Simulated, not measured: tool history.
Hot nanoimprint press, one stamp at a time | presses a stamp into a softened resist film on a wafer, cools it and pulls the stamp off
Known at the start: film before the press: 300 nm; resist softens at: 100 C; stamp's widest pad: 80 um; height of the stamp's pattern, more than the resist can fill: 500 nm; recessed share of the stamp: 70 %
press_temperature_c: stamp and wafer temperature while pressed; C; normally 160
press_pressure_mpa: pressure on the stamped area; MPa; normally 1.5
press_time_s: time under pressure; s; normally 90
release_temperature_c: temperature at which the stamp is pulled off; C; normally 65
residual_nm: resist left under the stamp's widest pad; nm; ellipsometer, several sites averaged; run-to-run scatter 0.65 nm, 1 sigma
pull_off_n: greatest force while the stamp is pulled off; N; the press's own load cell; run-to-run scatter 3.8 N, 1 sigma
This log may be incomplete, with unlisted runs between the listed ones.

| run | hour | press_temperature_c | press_pressure_mpa | press_time_s | release_temperature_c | residual_nm | pull_off_n |
|---|---|---|---|---|---|---|---|
| 1 | 0 | 160 | 1.5 | 90 | 65 | 133.4 | 211 |
| 2 | 16.7 | 160 | 1.5 | 90 | 65 | 133.6 | 202 |
| 3 | 29.2 | 160 | 1.4 | 90 | 65 | 137.1 | 216 |
| 4 | 40.2 | 148 | 1.4 | 90 | 65 | 240.4 | 205 |
| 5 | 53.1 | 160 | 1.5 | 90 | 58 | 132.6 | 220 |
|  | 69.1 | stamp cleaned and given a new release coat |
| 6 | 76 | 160 | 1.5 | 90 | 65 | 131.6 | 207 |
| 7 | 95.6 | 160 | 1.5 | 90 | 65 | 131.4 | 202 |
| 8 | 119.2 | 160 | 1.5 | 90 | 65 | 132 | 211 |
| 9 | 129.8 | 160 | 1.5 | 90 | 65 | 131.6 | 210 |
| 10 | 148.5 | 160 | 1.14 | 90 | 65 | 152.8 | 206 |
| 11 | 162.6 | 160 | 1.5 | 90 | 65 | 132.3 | 211 |
| 12 | 183.8 | 160 | 1.5 | 90 | 63 | 131.5 | 215 |
| 13 | 199.8 | 160 | 1.5 | 90 | 63 | 132.2 | 208 |
| 14 | 214.1 | 160 | 1.5 | 90 | 65 | 132.3 | 213 |
| 15 | 227.1 | 160 | 1.5 | 90 | 65 | 131.8 | 217 |
| 16 | 239.3 | 160 | 1.5 | 90 | 65 | 131.6 | 206 |
| 17 | 252.9 | 164 | 1.5 | 90 | 51 | 105.5 | 218 |
| 18 | 268 | 157 | 1.5 | 89 | 65 | 155.6 | 210 |
| 19 | 286.5 | 172 | 1.58 | 164 | 64 | 53.7 | 206 |
| 20 | 306.6 | 172 | 1.65 | 164 | 64 | 53.1 | 216 |
| 21 | 319.4 | 172 | 1.65 | 164 | 64 | 51.8 | 212 |
| 22 | 338.4 | 172 | 1.65 | 164 | 64 | 52.3 | 213 |
| 23 | 355.9 | 149 | 1.05 | 117 | 61 | 238 | 218 |
| 24 | 374.6 | 166 | 1.5 | 90 | 70 | 94.3 | 202 |
| 25 | 387.1 | 166 | 1.5 | 52 | 68 | 111.6 | 205 |
| 26 | 404.1 | 148 | 1.15 | 81 | 68 | 252.4 | 199 |
|  | 420.4 | stamp cleaned and given a new release coat |
| 27 | 424.8 | 158 | 1.15 | 81 | 68 | 171.9 | 204 |
| 28 | 443.9 | 165 | 1.01 | 146 | 64 | 105.4 | 212 |
| 29 | 458.8 | 165 | 1.01 | 56 | 64 | 145.9 | 204 |
| 30 | 479.8 | 154 | 1.01 | 56 | 72 | 231 | 198 |
| 31 | 498.2 | 159 | 1.5 | 90 | 65 | 137.3 | 211 |

Here are 3 independent what-if runs from the current tool condition. What would each one return?
| A | 515.9 | 157 | 1.5 | 69 | 65 | ? | ? |
| B | 515.9 | 160 | 2.38 | 90 | 55 | ? | ? |
| C | 515.9 | 169 | 1.5 | 90 | 65 | ? | ? |

| run | residual_nm | pull_off_n |
|---|---|---|
| A | 165.6 | 215 |
| B | 99.8 | 220 |
| C | 79.4 | 217 |
Take away the tool's hidden state, keep each run's random variation, and the runs would have read:
| run | residual_nm | pull_off_n |
|---|---|---|
| A | 170.2 | 214 |
| B | 102.5 | 219 |
| C | 81.6 | 217 |
